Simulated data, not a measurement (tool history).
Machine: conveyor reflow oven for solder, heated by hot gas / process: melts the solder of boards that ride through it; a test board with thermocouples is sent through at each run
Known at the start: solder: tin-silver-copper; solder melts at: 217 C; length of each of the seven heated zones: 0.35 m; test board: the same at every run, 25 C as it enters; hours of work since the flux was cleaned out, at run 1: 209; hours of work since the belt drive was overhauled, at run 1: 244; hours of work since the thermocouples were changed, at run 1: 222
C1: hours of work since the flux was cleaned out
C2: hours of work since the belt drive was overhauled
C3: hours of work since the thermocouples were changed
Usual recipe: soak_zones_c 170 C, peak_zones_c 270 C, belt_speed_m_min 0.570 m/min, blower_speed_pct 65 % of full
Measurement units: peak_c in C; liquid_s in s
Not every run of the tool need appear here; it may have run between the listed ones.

run 1 hour=0.0 | soak_zones_c=170 peak_zones_c=270 belt_speed_m_min=0.570 blower_speed_pct=65 | C1=209 C2=244 C3=222 | peak_c=253.2 liquid_s=54.8
run 2 hour=10.4 | soak_zones_c=170 peak_zones_c=283 belt_speed_m_min=0.570 blower_speed_pct=65 | C1=214 C2=249 C3=228 | peak_c=264.9 liquid_s=61.5
run 3 hour=22.0 | soak_zones_c=170 peak_zones_c=270 belt_speed_m_min=0.570 blower_speed_pct=65 | C1=220 C2=256 C3=234 | peak_c=253.2 liquid_s=54.9
run 4 hour=30.8 | soak_zones_c=170 peak_zones_c=270 belt_speed_m_min=0.570 blower_speed_pct=65 | C1=225 C2=260 C3=239 | peak_c=253.0 liquid_s=54.9
run 5 hour=39.8 | soak_zones_c=170 peak_zones_c=270 belt_speed_m_min=0.570 blower_speed_pct=65 | C1=230 C2=265 C3=244 | peak_c=252.6 liquid_s=54.8
run 6 hour=51.6 | soak_zones_c=170 peak_zones_c=270 belt_speed_m_min=0.570 blower_speed_pct=65 | C1=236 C2=272 C3=250 | peak_c=253.2 liquid_s=54.4
run 7 hour=63.7 | soak_zones_c=170 peak_zones_c=260 belt_speed_m_min=0.570 blower_speed_pct=65 | C1=243 C2=278 C3=256 | peak_c=243.9 liquid_s=48.2
run 8 hour=71.2 | soak_zones_c=170 peak_zones_c=260 belt_speed_m_min=0.570 blower_speed_pct=65 | C1=247 C2=282 C3=260 | peak_c=243.7 liquid_s=48.3
run 9 hour=80.9 | soak_zones_c=170 peak_zones_c=270 belt_speed_m_min=0.570 blower_speed_pct=74 | C1=252 C2=287 C3=266 | peak_c=254.6 liquid_s=56.1
run 10 hour=88.0 | soak_zones_c=170 peak_zones_c=270 belt_speed_m_min=0.678 blower_speed_pct=74 | C1=256 C2=291 C3=269 | peak_c=247.9 liquid_s=42.2
run 11 hour=96.7 | soak_zones_c=170 peak_zones_c=270 belt_speed_m_min=0.678 blower_speed_pct=74 | C1=261 C2=296 C3=274 | peak_c=248.4 liquid_s=42.2
run 12 hour=106.4 | soak_zones_c=170 peak_zones_c=270 belt_speed_m_min=0.678 blower_speed_pct=74 | C1=266 C2=301 C3=279 | peak_c=248.4 liquid_s=42.7
run 13 hour=114.7 | soak_zones_c=170 peak_zones_c=270 belt_speed_m_min=0.678 blower_speed_pct=74 | C1=270 C2=306 C3=284 | peak_c=247.8 liquid_s=42.4
run 14 hour=123.1 | soak_zones_c=170 peak_zones_c=270 belt_speed_m_min=0.678 blower_speed_pct=74 | C1=275 C2=310 C3=288 | peak_c=248.2 liquid_s=42.5
-- hour=128.8 flux residue cleaned out of gas plates and filters
run 15 hour=139.8 | soak_zones_c=170 peak_zones_c=270 belt_speed_m_min=0.678 blower_speed_pct=74 | C1=6 C2=316 C3=295 | peak_c=247.9 liquid_s=41.1
run 16 hour=145.4 | soak_zones_c=170 peak_zones_c=270 belt_speed_m_min=0.678 blower_speed_pct=74 | C1=9 C2=319 C3=298 | peak_c=247.7 liquid_s=41.4
run 17 hour=151.0 | soak_zones_c=158 peak_zones_c=281 belt_speed_m_min=0.570 blower_speed_pct=65 | C1=12 C2=322 C3=301 | peak_c=259.6 liquid_s=54.8
run 18 hour=160.0 | soak_zones_c=158 peak_zones_c=281 belt_speed_m_min=0.570 blower_speed_pct=65 | C1=17 C2=327 C3=306 | peak_c=259.0 liquid_s=55.0
run 19 hour=171.4 | soak_zones_c=158 peak_zones_c=281 belt_speed_m_min=0.570 blower_speed_pct=65 | C1=23 C2=333 C3=312 | peak_c=259.1 liquid_s=55.5
-- hour=189.4 flux residue cleaned out of gas plates and filters, once more
run 20 hour=189.4 | soak_zones_c=177 peak_zones_c=282 belt_speed_m_min=0.570 blower_speed_pct=62 | C1=0 C2=340 C3=319 | peak_c=265.2 liquid_s=64.2
run 21 hour=201.3 | soak_zones_c=170 peak_zones_c=267 belt_speed_m_min=0.517 blower_speed_pct=66 | C1=6 C2=347 C3=325 | peak_c=254.0 liquid_s=62.5
run 22 hour=208.0 | soak_zones_c=170 peak_zones_c=272 belt_speed_m_min=0.517 blower_speed_pct=66 | C1=10 C2=350 C3=329 | peak_c=259.1 liquid_s=66.4
run 23 hour=220.2 | soak_zones_c=170 peak_zones_c=261 belt_speed_m_min=0.517 blower_speed_pct=66 | C1=17 C2=357 C3=335 | peak_c=249.1 liquid_s=58.9
run 24 hour=232.0 | soak_zones_c=170 peak_zones_c=261 belt_speed_m_min=0.517 blower_speed_pct=66 | C1=23 C2=363 C3=342 | peak_c=248.2 liquid_s=59.2
run 25 hour=240.6 | soak_zones_c=170 peak_zones_c=270 belt_speed_m_min=0.640 blower_speed_pct=68 | C1=28 C2=368 C3=346 | peak_c=249.9 liquid_s=46.9
run 26 hour=251.1 | soak_zones_c=170 peak_zones_c=270 belt_speed_m_min=0.640 blower_speed_pct=68 | C1=33 C2=374 C3=352 | peak_c=251.0 liquid_s=47.1
run 27 hour=262.9 | soak_zones_c=170 peak_zones_c=280 belt_speed_m_min=0.570 blower_speed_pct=65 | C1=40 C2=380 C3=358 | peak_c=261.7 liquid_s=61.6
run 28 hour=268.4 | soak_zones_c=170 peak_zones_c=280 belt_speed_m_min=0.570 blower_speed_pct=65 | C1=43 C2=383 C3=361 | peak_c=262.9 liquid_s=61.4

The logged runs with the hidden state left out (each run's random variation unchanged):
The tool's hidden condition here consists of: heat that the gas passes to the board, % of a clean oven's; belt's true speed, % of the reading; true gas temperature in zones 6 and 7 over the reading, C; drift of the gauge itself on peak_c, C; drift of the gauge itself on liquid_s, %.
run=1 peak_c=254.8 liquid_s=55.7
run=2 peak_c=266.7 liquid_s=62.0
run=3 peak_c=255.0 liquid_s=55.8
run=4 peak_c=254.8 liquid_s=55.9
run=5 peak_c=254.4 liquid_s=55.7
run=6 peak_c=255.1 liquid_s=55.4
run=7 peak_c=245.7 liquid_s=49.7
run=8 peak_c=245.5 liquid_s=49.9
run=9 peak_c=256.6 liquid_s=57.2
run=10 peak_c=250.3 liquid_s=43.7
run=11 peak_c=250.8 liquid_s=43.7
run=12 peak_c=250.9 liquid_s=44.3
run=13 peak_c=250.3 liquid_s=44.0
run=14 peak_c=250.7 liquid_s=44.1
run=15 peak_c=251.6 liquid_s=43.7
run=16 peak_c=251.4 liquid_s=44.1
run=17 peak_c=263.2 liquid_s=56.7
run=18 peak_c=262.5 liquid_s=56.9
run=19 peak_c=262.7 liquid_s=57.5
run=20 peak_c=265.8 liquid_s=63.7
run=21 peak_c=254.7 liquid_s=62.2
run=22 peak_c=259.9 liquid_s=66.1
run=23 peak_c=249.9 liquid_s=58.7
run=24 peak_c=249.0 liquid_s=59.1
run=25 peak_c=250.7 liquid_s=46.8
run=26 peak_c=251.8 liquid_s=47.0
run=27 peak_c=262.6 liquid_s=61.3
run=28 peak_c=263.8 liquid_s=61.2
